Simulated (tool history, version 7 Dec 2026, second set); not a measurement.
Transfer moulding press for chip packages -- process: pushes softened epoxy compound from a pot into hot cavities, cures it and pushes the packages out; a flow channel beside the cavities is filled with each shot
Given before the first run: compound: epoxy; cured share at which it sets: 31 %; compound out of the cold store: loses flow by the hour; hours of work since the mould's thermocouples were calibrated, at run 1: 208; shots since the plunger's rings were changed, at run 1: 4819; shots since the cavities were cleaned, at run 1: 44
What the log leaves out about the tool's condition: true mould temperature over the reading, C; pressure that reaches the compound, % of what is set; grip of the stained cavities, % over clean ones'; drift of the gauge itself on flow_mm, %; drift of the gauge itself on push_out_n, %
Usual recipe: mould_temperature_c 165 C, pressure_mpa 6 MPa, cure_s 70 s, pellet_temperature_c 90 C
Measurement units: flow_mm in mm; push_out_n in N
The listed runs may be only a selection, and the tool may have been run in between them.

run   hour  mould_temperature_c  pressure_mpa  cure_s  pellet_temperature_c  hours of work since the mould's thermocouples were calibrated  shots since the plunger's rings were changed  shots since the cavities were cleaned  incoming compound's hours out of the cold store  flow_mm  push_out_n
  1      0                  165             6      70                    90                                                            208                                          4819                                     44                                             40.4      508         612
  2   12.9                  165             6      70                    90                                                            216                                          5024                                    249                                             15.7      550         653
  3   20.9                  165             6      70                    90                                                            221                                          5150                                    375                                             30.9      524         621
  4   35.5                  165             6      70                    90                                                            230                                          5380                                    605                                             13.9      551         659
  5   47.6                  165             6      70                    90                                                            237                                          5571                                    796                                             36.3      515         618
  6   59.2                  165             6      70                    90                                                            244                                          5754                                    979                                             37.9      512         620
      62.8  -- cavities cleaned with cleaning compound and waxed
  7   73.5                  165             6      70                    90                                                            252                                          5957                                    170                                             38.3      513         610
  8   80.3                  165             6      70                    90                                                            256                                          6065                                    278                                             18.5      543         633
  9   91.4                  165             6      70                    90                                                            263                                          6240                                    453                                             29.9      525         622
 10  104.6                  165             6     100                    90                                                            271                                          6448                                    661                                               41      510         369
 11  118.6                  165             6     101                    90                                                            280                                          6669                                    882                                             15.1      547         375
     123.3  -- plunger's sealing rings changed
       131  -- cavities cleaned with cleaning compound and waxed
 12  131.2                  165             6     101                    90                                                            285                                           101                                      3                                             15.8      549         375
 13  141.5                  165             6     101                    90                                                            291                                           265                                    167                                             44.5      503         377
 14  154.8                  165             6     101                    90                                                            299                                           475                                    377                                             28.7      527         372
 15  164.1                  165             6     101                    90                                                            305                                           622                                    524                                             43.1      506         388
 16  178.8                  162             6     101                    90                                                            314                                           853                                    755                                             30.8      531         399
 17  194.3                  162             6     101                    90                                                            323                                          1098                                   1000                                              8.5      568         393
     196.8  -- cavities cleaned with cleaning compound and waxed
 18  209.8                  165             6     105                    90                                                            332                                          1320                                    206                                             47.7      497         369
 19  220.4                  165           5.3      66                    82                                                            338                                          1487                                    373                                             37.1      485         750
 20  229.3                  167           5.3      66                    82                                                            344                                          1628                                    514                                               10      522         685
 21  241.5                  167          4.59      66                    89                                                            351                                          1821                                    707                                             35.2      449         591
 22  252.7                  167          5.12      66                    89                                                            358                                          1999                                    885                                             33.1      477         628
       262  -- cavities cleaned with cleaning compound and waxed
 23    262                  171             6      70                    81                                                            363                                          2122                                      0                                             46.2      490         433
 24  270.8                  165          6.27      74                    90                                                            368                                          2261                                    139                                             20.3      554         585
 25  284.2                  165          6.27      74                    90                                                            376                                          2472                                    350                                             11.7      567         589
 26  299.7                  165          7.09     103                    90                                                            385                                          2717                                    595                                             23.1      584         380

Expected results for the next run?
 27  314.9                  159          4.51      52                    90                                                            395                                          2957                                    835                                             40.8        ?           ?

Run 27 produced flow_mm 452 mm, push_out_n 1623 N.
Without the tool's hidden state the same run would have given flow_mm 452 mm, push_out_n 1613 N.
